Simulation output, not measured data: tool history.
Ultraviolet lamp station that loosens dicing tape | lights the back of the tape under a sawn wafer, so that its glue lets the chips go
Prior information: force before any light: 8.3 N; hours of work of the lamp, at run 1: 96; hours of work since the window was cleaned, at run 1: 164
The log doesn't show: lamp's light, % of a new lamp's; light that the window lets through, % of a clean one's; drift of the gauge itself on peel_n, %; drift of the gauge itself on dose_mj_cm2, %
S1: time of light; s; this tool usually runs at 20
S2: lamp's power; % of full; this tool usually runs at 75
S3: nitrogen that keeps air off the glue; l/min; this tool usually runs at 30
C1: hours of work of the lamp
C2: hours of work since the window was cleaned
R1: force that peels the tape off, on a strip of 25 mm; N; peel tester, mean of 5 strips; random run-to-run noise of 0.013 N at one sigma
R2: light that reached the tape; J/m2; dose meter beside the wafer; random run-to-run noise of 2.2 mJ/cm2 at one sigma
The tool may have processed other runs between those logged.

run,hour,S1,S2,S3,C1,C2,R1,R2
1,0,20,75,30,96,164,0.725,1760
2,7.6,20,75,30,100,168,0.735,1750
3,11.9,20,75,30,103,170,0.733,1760
4,21.6,20,75,30,108,176,0.783,1690
5,30.7,20,75,30,113,181,0.78,1730
6,38.9,20,80,30,117,185,0.69,1820
7,47.1,20,80,30,122,189,0.666,1840
8,57,20,75,30,127,195,0.789,1690
9,64.9,20,75,30,131,199,0.773,1710
10,74.1,20,75,30,136,204,0.774,1680
11,79.1,17,75,30,139,207,1.046,1410
12,83.7,17,75,30,142,209,1.068,1480
13,89.6,17,75,30,145,212,1.067,1430
14,99.2,17,75,30,150,218,1.096,1420
15,107.9,17,75,30,155,222,1.081,1420
16,116.7,27,66,30,159,227,0.564,1970
17,122.1,27,66,30,162,230,0.591,1990
18,131.8,20,94,9,168,235,1.023,2050
19,139.9,35,75,15,172,240,0.426,2830
20,145.8,35,92,17,175,243,0.317,3540
21,153.1,11,98,22,179,247,1.729,1180
22,157.4,11,98,22,181,249,1.659,1170
23,164,11,98,22,185,253,1.684,1120
24,173.7,17,75,42,190,258,1.006,1370
25,181.2,13,68,30,194,262,2.045,910
26,185.7,37,91,43,197,264,0.264,3600
27,191.2,33,90,20,200,267,0.325,3180
28,201.3,12,65,20,205,273,2.71,840
29,208.7,10,75,30,209,277,2.491,750
30,214.9,10,75,30,212,280,2.611,760

Measured result minus the same run's result without the hidden state. Both carry the same run-to-run variation, though not necessarily the same gauge scatter:
run,R1,R2
1,+0.134,-200
2,+0.139,-210
3,+0.141,-210
4,+0.155,-220
5,+0.161,-230
6,+0.144,-250
7,+0.142,-250
8,+0.175,-250
9,+0.178,-260
10,+0.181,-260
11,+0.242,-230
12,+0.248,-230
13,+0.252,-230
14,+0.265,-230
15,+0.268,-240
16,+0.141,-350
17,+0.151,-350
18,+0.271,-380
19,+0.096,-530
20,+0.042,-690
21,+0.422,-230
22,+0.41,-240
23,+0.421,-240
24,+0.296,-280
25,+0.493,-200
26,+0.012,-770
27,+0.055,-700
28,+0.575,-190
29,+0.566,-180
30,+0.599,-180
